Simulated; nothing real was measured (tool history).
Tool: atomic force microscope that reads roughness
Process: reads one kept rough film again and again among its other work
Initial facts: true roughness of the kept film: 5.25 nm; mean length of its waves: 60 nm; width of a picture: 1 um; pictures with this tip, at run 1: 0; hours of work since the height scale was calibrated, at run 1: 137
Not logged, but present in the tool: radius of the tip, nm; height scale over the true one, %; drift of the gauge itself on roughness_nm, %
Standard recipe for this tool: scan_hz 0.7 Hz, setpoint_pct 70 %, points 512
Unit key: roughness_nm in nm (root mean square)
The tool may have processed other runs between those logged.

run	day	scan_hz	setpoint_pct	points	pictures with this tip	hours of work since the height scale was calibrated	roughness_nm
1	0	0.7	70	512	0	137	4.959
2	0.817	1.073	70	512	42	152	4.858
3	1.862	1.073	70	512	97	171	4.76
4	2.446	1.073	70	512	127	182	4.75
5	3.504	0.994	70	512	182	201	4.654
6	3.979	0.994	70	512	206	210	4.609
# day 4.233: new tip fitted
7	4.621	0.7	70	663	20	221	4.946
8	5.321	0.747	70	512	57	234	4.881
9	5.808	1.167	70	512	82	243	4.758
10	6.883	1.167	70	512	138	262	4.709
11	7.871	1.167	70	512	189	280	4.609
# day 8.442: new tip fitted
12	8.754	1.167	70	512	16	296	4.886
13	9.717	1.167	70	512	66	314	4.825
14	10.738	1.167	70	512	119	332	4.719
15	11.312	0.7	70	330	148	343	4.735
16	12.079	0.7	82	512	188	357	4.63
# day 12.671: new tip fitted
17	12.767	0.7	82	512	5	369	4.878
18	13.425	0.7	82	512	39	381	4.821
19	14.304	0.7	88	512	84	397	4.676
20	15.025	0.7	88	512	122	410	4.629
21	15.829	0.7	70	585	164	425	4.795
22	16.542	1.139	70	512	201	438	4.63
# day 16.892: new tip fitted
23	17.088	1.451	66	993	10	447	4.899
24	18.083	3.039	63	772	61	466	4.683
25	18.625	0.691	73	1009	90	475	4.834
26	19.7	1.266	56	512	145	495	4.777
27	20.171	0.7	57	512	170	504	4.827
# day 21.171: new tip fitted
28	21.204	0.7	63	512	2	522	5.019
29	21.758	0.7	63	512	31	532	4.955
30	22.467	0.7	63	441	68	545	4.953
31	23.333	1.84	56	512	113	561	4.828
32	24.417	1.84	56	512	169	581	4.774
33	24.979	1.84	56	512	198	591	4.668
# day 25.396: new tip fitted
34	25.871	0.85	70	512	24	607	4.963
35	26.833	1.043	83	935	74	625	4.62
36	27.462	0.7	78	328	107	636	4.772
37	28.412	3.365	57	678	156	653	4.638
38	29.229	3.365	57	678	198	668	4.576
# day 29.617: new tip fitted
39	30.225	3.365	57	678	32	686	4.801
40	31.088	3.647	77	379	77	702	4.129
41	31.721	2.596	88	379	110	713	3.956
42	32.504	2.596	65	449	150	728	4.552
43	33.071	2.596	65	449	179	738	4.566

Take each entry between the runs: how does the hidden state at the last listed run before it differ from the hidden state at the first listed run after it?
From run 6 to run 7: new tip fitted (day 4.233)
  radius of the tip, nm: 16.6 -> 6.3; height scale over the true one, %: 0.42 -> 0.43
  measured minus no-state result, roughness_nm: -0.278 -> -0.014 nm (root mean square)
From run 11 to run 12: new tip fitted (day 8.442)
  radius of the tip, nm: 15.3 -> 6.1; height scale over the true one, %: 0.5 -> 0.51
  measured minus no-state result, roughness_nm: -0.241 -> -0.005 nm (root mean square)
From run 16 to run 17: new tip fitted (day 12.671)
  radius of the tip, nm: 15.1 -> 5.3; height scale over the true one, %: 0.58 -> 0.59
  measured minus no-state result, roughness_nm: -0.234 -> +0.019 nm (root mean square)
From run 22 to run 23: new tip fitted (day 16.892)
  radius of the tip, nm: 15.8 -> 5.9; height scale over the true one, %: 0.66 -> 0.67
  measured minus no-state result, roughness_nm: -0.247 -> +0.009 nm (root mean square)
From run 27 to run 28: new tip fitted (day 21.171)
  radius of the tip, nm: 14.6 -> 5.6; height scale over the true one, %: 0.73 -> 0.75
  measured minus no-state result, roughness_nm: -0.221 -> +0.021 nm (root mean square)
From run 33 to run 34: new tip fitted (day 25.396)
  radius of the tip, nm: 16.3 -> 6.7; height scale over the true one, %: 0.83 -> 0.85
  measured minus no-state result, roughness_nm: -0.254 -> -0.004 nm (root mean square)
From run 38 to run 39: new tip fitted (day 29.617)
  radius of the tip, nm: 16.5 -> 6.8; height scale over the true one, %: 0.91 -> 0.93
  measured minus no-state result, roughness_nm: -0.25 -> -0.004 nm (root mean square)
